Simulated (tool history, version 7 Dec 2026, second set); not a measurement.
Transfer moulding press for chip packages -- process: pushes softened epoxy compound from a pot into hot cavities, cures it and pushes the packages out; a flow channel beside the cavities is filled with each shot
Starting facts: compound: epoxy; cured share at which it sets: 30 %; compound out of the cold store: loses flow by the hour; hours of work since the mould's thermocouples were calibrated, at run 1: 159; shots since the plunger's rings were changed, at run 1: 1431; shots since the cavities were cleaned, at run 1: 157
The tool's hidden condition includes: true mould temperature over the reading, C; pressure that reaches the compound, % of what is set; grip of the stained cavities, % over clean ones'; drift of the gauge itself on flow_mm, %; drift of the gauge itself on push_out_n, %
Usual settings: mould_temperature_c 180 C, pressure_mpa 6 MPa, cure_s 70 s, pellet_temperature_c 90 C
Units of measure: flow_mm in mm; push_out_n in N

run	hour	mould_temperature_c	pressure_mpa	cure_s	pellet_temperature_c	hours of work since the mould's thermocouples were calibrated	shots since the plunger's rings were changed	shots since the cavities were cleaned	incoming compound's hours out of the cold store	flow_mm	push_out_n
1	0	180	6	70	90	159	1431	157	36.4	753	583
2	20.8	180	6	70	90	172	1747	473	47.8	713	634
3	37	180	6	70	100	183	1993	719	18.2	794	735
# hour 48.2: cavities cleaned with cleaning compound and waxed
4	49.7	180	6	70	100	191	2163	23	17.6	812	548
5	66.9	180	6	70	100	202	2425	285	14.7	808	609
6	78.4	180	6	70	100	210	2600	460	11.7	825	663
7	94.5	180	6	70	100	220	2845	705	32.6	751	681
# hour 105.6: cavities cleaned with cleaning compound and waxed
# hour 111.9: plunger's sealing rings changed
8	122.1	180	6	70	100	236	155	212	28.1	793	603
9	143.7	184	6	70	100	250	485	542	28.2	770	563
# hour 166.7: cavities cleaned with cleaning compound and waxed
10	169.2	184	6	70	100	266	849	38	38.3	749	418
11	189.7	184	6	70	100	280	1161	350	42.6	727	526
12	208.7	180	6.43	70	90	293	1449	638	22.3	833	722
# hour 224.5: cavities cleaned with cleaning compound and waxed
13	225.4	180	6	87	90	303	1680	13	22.6	790	421
14	238.7	180	6	87	90	311	1883	216	18.5	800	453
# hour 256.5: mould's thermocouples calibrated
15	261.5	182	5.47	58	89	3	2199	532	23.4	756	1017
16	276.2	186	4.78	70	92	13	2423	756	45.3	626	567
# hour 285.2: cavities cleaned with cleaning compound and waxed
17	299.8	183	4.78	64	95	28	2759	222	45.9	627	602
18	312.6	176	5.58	90	93	36	2953	416	21.2	775	561
# hour 320.6: plunger's sealing rings changed
19	331	179	6	62	90	47	157	657	44.1	745	1018
# hour 345.3: cavities cleaned with cleaning compound and waxed
20	356.5	180	5.29	85	90	63	522	169	36.3	720	433
21	368.1	177	4.55	99	99	71	700	347	46.2	637	477
22	385.8	181	4.99	70	86	82	968	615	19.9	742	724
# hour 403.4: cavities cleaned with cleaning compound and waxed
23	404.6	181	4.99	70	86	94	1230	17	8.1	778	543
24	422.7	178	5.29	91	90	106	1506	293	12.7	794	502
25	432.6	178	5.29	91	90	112	1657	444	42.6	687	515
26	455.9	180	7.24	51	93	128	2010	797	27.1	857	1657
# hour 461.3: cavities cleaned with cleaning compound and waxed
27	471.4	180	7.24	51	93	137	2224	153	20.6	877	1381
28	491.2	183	7.38	97	98	150	2526	455	44.8	790	483

Each row is a separate what-if for the run after 28, all from the same tool condition, not one after another. Results?
A	505.4	180	6	60	86	160	2741	670	13.8	?	?
B	505.4	187	7.38	63	86	160	2741	670	37	?	?
C	505.4	180	7.11	70	90	160	2741	670	12.9	?	?
D	505.4	184	7.38	61	82	160	2741	670	30.8	?	?

run	flow_mm	push_out_n
A	816	1114
B	808	628
C	890	737
D	833	785
The same runs, with their run-to-run variation unchanged, on a tool lacking any hidden condition would have given:
run	flow_mm	push_out_n
A	844	820
B	836	463
C	921	542
D	862	578

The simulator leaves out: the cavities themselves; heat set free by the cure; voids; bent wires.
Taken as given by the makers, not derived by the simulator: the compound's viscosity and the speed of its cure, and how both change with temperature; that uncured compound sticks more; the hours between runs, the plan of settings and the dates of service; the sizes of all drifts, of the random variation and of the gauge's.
